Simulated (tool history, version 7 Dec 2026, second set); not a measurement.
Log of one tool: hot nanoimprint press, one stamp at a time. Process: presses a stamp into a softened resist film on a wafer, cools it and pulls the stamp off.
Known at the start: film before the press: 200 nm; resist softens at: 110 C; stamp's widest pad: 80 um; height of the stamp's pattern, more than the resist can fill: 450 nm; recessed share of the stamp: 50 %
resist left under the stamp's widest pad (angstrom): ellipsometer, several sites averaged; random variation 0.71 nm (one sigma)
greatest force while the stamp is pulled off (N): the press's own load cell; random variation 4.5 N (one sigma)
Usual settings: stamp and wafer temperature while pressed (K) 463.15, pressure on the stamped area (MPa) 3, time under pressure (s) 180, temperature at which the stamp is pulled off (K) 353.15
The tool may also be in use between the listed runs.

run    hour  stamp and wafer temperature while pressed (K)  pressure on the stamped area (MPa)  time under pressure (s)  temperature at which the stamp is pulled off (K)  resist left under the stamp's widest pad (angstrom)  greatest force while the stamp is pulled off (N)
  1       0                                         463.15                                   3                      180                                            353.15                                                  873                                               317
  2    78.5                                         463.15                                   3                      180                                            353.15                                                  887                                               224
  3   146.1                                         463.15                                   3                      180                                            353.15                                                  874                                               244
  4   226.7                                         463.15                                   3                      180                                            353.15                                                  869                                               255
  5   314.7                                         463.15                                   3                      180                                            347.15                                                  891                                               286
  6   373.4                                         463.15                                   3                      180                                            347.15                                                  895                                               277
  7   418.6                                         463.15                                   3                      180                                            347.15                                                  906                                               311
  8   471.3                                         463.15                                   3                      180                                            353.15                                                  913                                               290
  9   556.6                                         463.15                                 3.4                      180                                            353.15                                                  851                                               301
 10     602                                         463.15                                 3.4                      180                                            353.15                                                  861                                               309
 11   700.6                                         463.15                                3.07                      180                                            353.15                                                  913                                               233
 12   789.6                                         463.15                                3.07                      180                                            353.15                                                  852                                               234
 13   858.7                                         463.15                                3.07                      180                                            360.15                                                  865                                               238
 14   923.4                                         463.15                                3.07                      180                                            360.15                                                  857                                               232
 15  1026.8                                         463.15                                3.07                      180                                            360.15                                                  835                                               261
 16  1082.7                                         463.15                                3.07                      180                                            360.15                                                  835                                               264
 17  1164.4                                         464.15                                3.03                      359                                            343.15                                                  642                                               335
 18  1264.9                                         464.15                                2.49                      169                                            356.15                                                  955                                               313
 19  1372.7                                         464.15                                2.49                      169                                            356.15                                                  970                                               235
 20    1442                                         467.15                                2.49                      136                                            356.15                                                  938                                               241
 21  1529.3                                         459.15                                3.69                      162                                            347.15                                                  945                                               276
 22  1597.9                                         463.15                                   3                      248                                            353.15                                                  794                                               277
 23  1669.9                                         463.15                                   3                      248                                            343.15                                                  812                                               322
 24  1727.4                                         454.15                                   3                      180                                            353.15                                                 1239                                               304
 25  1830.9                                         454.15                                   3                      180                                            353.15                                                 1142                                               324
 26  1932.8                                         451.15                                2.93                      180                                            353.15                                                 1280                                               224
 27  2006.3                                         460.15                                   3                      194                                            360.15                                                  915                                               221
 28  2095.9                                         459.15                                   3                      180                                            349.15                                                  996                                               261
 29  2194.2                                         463.15                                3.28                      180                                            360.15                                                  844                                               243
 30  2266.7                                         463.15                                3.28                      180                                            360.15                                                  833                                               264

Taken out of this log: 7 entries between the listed runs. Where each belongs, and how the hidden state differs across it:
Between runs 1 and 2: stamp cleaned and given a new release coat (hour 49.3)
  true temperature over the reading, C: -0.59 -> -0.77; pressure that arrives at the usual setting, %: 97.23 -> 97.07; grip of the stamp's worn release coat, % over a new coat's: 41.6 -> 2
  measured less the result without the state, resist left under the stamp's widest pad (angstrom): +31 -> +37; greatest force while the stamp is pulled off (N): +94 -> +6
Between runs 10 and 11: stamp cleaned and given a new release coat (hour 661.8)
  true temperature over the reading, C: -2.05 -> -2.27; pressure that arrives at the usual setting, %: 95.91 -> 95.7; grip of the stamp's worn release coat, % over a new coat's: 40.9 -> 2.7
  measured less the result without the state, resist left under the stamp's widest pad (angstrom): +80 -> +90; greatest force while the stamp is pulled off (N): +94 -> +12
Between runs 11 and 12: plate thermocouple calibrated (hour 724.2)
  true temperature over the reading, C: -2.27 -> 0.05; pressure that arrives at the usual setting, %: 95.7 -> 95.51; grip of the stamp's worn release coat, % over a new coat's: 2.7 -> 8.8
  measured less the result without the state, resist left under the stamp's widest pad (angstrom): +90 -> +20; greatest force while the stamp is pulled off (N): +12 -> +19
Between runs 14 and 15: press's hydraulic seals changed and the load cell set to zero (hour 978.6)
  true temperature over the reading, C: -0.26 -> -0.5; pressure that arrives at the usual setting, %: 95.24 -> 99.55; grip of the stamp's worn release coat, % over a new coat's: 18.5 -> 25.6
  measured less the result without the state, resist left under the stamp's widest pad (angstrom): +31 -> +17; greatest force while the stamp is pulled off (N): +37 -> +54
Between runs 18 and 19: stamp cleaned and given a new release coat (hour 1286.2)
  true temperature over the reading, C: -1.09 -> -1.33; pressure that arrives at the usual setting, %: 99.01 -> 98.78; grip of the stamp's worn release coat, % over a new coat's: 44 -> 6.1
  measured less the result without the state, resist left under the stamp's widest pad (angstrom): +37 -> +46; greatest force while the stamp is pulled off (N): +98 -> +17
Between runs 24 and 25: plate thermocouple calibrated (hour 1746.4)
  true temperature over the reading, C: -2.2 -> -0.02; pressure that arrives at the usual setting, %: 98.02 -> 97.81; grip of the stamp's worn release coat, % over a new coat's: 32.2 -> 40
  measured less the result without the state, resist left under the stamp's widest pad (angstrom): +96 -> +13; greatest force while the stamp is pulled off (N): +80 -> +93
Between runs 25 and 26: stamp cleaned and given a new release coat (hour 1905)
  true temperature over the reading, C: -0.02 -> -0.26; pressure that arrives at the usual setting, %: 97.81 -> 97.61; grip of the stamp's worn release coat, % over a new coat's: 40 -> 2
  measured less the result without the state, resist left under the stamp's widest pad (angstrom): +13 -> +23; greatest force while the stamp is pulled off (N): +93 -> +5
